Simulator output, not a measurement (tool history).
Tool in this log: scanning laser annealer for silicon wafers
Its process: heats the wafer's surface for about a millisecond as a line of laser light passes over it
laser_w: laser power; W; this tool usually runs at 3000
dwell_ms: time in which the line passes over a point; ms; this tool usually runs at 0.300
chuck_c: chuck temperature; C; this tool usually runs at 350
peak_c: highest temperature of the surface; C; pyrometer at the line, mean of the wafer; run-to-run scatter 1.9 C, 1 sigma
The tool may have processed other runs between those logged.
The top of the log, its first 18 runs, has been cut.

Run 19, hour 754.4: usual settings but laser_w 3278 W. Result: peak_c 1280 C.
Run 20, hour 781.3: usual settings but laser_w 2761 W. Result: peak_c 1098 C.
Run 21, hour 814.5: usual settings but laser_w 2761 W. Result: peak_c 1098 C.
Run 22, hour 862.8: usual settings but laser_w 2839 W, dwell_ms 0.367 ms, chuck_c 345 C. Result: peak_c 1217 C.
Run 23, hour 908.2: usual settings but laser_w 2692 W, dwell_ms 0.297 ms, chuck_c 326 C. Result: peak_c 1043 C.
Run 24, hour 965.6: usual settings but laser_w 2692 W, dwell_ms 0.297 ms, chuck_c 326 C. Result: peak_c 1041 C.
Run 25, hour 1017.1: usual settings but laser_w 2969 W, dwell_ms 0.256 ms, chuck_c 334 C. Result: peak_c 1071 C.
Run 26, hour 1071.0: usual settings but laser_w 2969 W, dwell_ms 0.256 ms, chuck_c 334 C. Result: peak_c 1070 C.
Run 27, hour 1108.7: usual settings but laser_w 3161 W, dwell_ms 0.334 ms, chuck_c 382 C. Result: peak_c 1316 C.
Run 28, hour 1135.5: usual settings but laser_w 3236 W, dwell_ms 0.227 ms, chuck_c 375 C. Result: peak_c 1137 C.
Run 29, hour 1161.8: usual settings but laser_w 3236 W, dwell_ms 0.227 ms, chuck_c 375 C. Result: peak_c 1136 C.
Run 30, hour 1225.0: usual settings but laser_w 3029 W. Result: peak_c 1176 C.
Run 31, hour 1279.8: usual settings but laser_w 2778 W, dwell_ms 0.227 ms. Result: peak_c 972 C.
Run 32, hour 1322.2: usual settings but laser_w 3183 W, dwell_ms 0.369 ms, chuck_c 389 C. Result: peak_c 1373 C.
At hour 1355.1: window over the wafer cleaned.
Run 33, hour 1378.0: usual settings but chuck_c 389 C. Result: peak_c 1219 C.
Run 34, hour 1428.6: usual settings but chuck_c 389 C. Result: peak_c 1218 C.
Run 35, hour 1485.9: usual settings but chuck_c 389 C. Result: peak_c 1213 C.
Run 36, hour 1536.2: usual settings but laser_w 3238 W, chuck_c 366 C. Result: peak_c 1273 C.
Run 37, hour 1569.9: usual settings but laser_w 2726 W, chuck_c 321 C. Result: peak_c 1049 C.
Run 38, hour 1596.1: usual settings but dwell_ms 0.346 ms, chuck_c 351 C. Result: peak_c 1244 C.

Predict the results of run 39:
Run 39, hour 1627.1: usual settings but laser_w 3094 W, dwell_ms 0.321 ms, chuck_c 342 C. Result: peak_c ?.

peak_c: 1231 C
Take away the tool's hidden state, keep the run-to-run variation as it was, and the same run would have given peak_c 1255 C.
